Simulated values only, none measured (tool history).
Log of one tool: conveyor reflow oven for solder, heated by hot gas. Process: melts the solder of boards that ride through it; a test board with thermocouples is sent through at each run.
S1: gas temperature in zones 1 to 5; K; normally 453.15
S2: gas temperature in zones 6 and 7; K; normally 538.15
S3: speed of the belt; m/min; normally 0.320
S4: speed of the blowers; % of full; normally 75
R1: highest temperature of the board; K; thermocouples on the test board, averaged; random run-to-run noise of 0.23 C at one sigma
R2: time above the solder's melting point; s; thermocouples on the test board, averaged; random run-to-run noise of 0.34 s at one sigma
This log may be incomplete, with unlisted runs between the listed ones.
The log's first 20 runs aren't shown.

run	hour	S1	S2	S3	S4	R1	R2
21	418.3	455.15	551.15	0.359	51	526.85	77.8
22	439.9	450.15	528.15	0.320	87	519.75	83.2
23	466.5	453.15	535.15	0.338	81	524.25	83.0
24	482.4	444.15	538.15	0.338	65	521.15	72.8
25	500.6	453.15	550.15	0.320	83	538.85	100.0
26	512.3	453.15	550.15	0.320	83	539.35	100.2
27	537.6	453.15	550.15	0.320	83	539.15	100.0
# hour 557.0: flux residue cleaned out of gas plates and filters
28	560.2	461.15	543.15	0.299	75	535.35	109.5
29	578.0	461.15	543.15	0.299	75	534.95	109.6
30	592.1	461.15	545.15	0.299	89	539.05	112.2

3 options for the next run, each taken on its own from the tool as it stands now. Forecast them:
A	609.2	453.15	533.15	0.297	51	?	?
B	609.2	441.15	545.15	0.299	51	?	?
C	609.2	453.15	538.15	0.319	51	?	?

run	R1	R2
A	518.75	85.3
B	526.75	87.7
C	520.35	81.0
What these runs would have given with no unlogged condition in the tool:
run	R1	R2
A	517.95	83.9
B	525.85	86.4
C	519.55	79.8
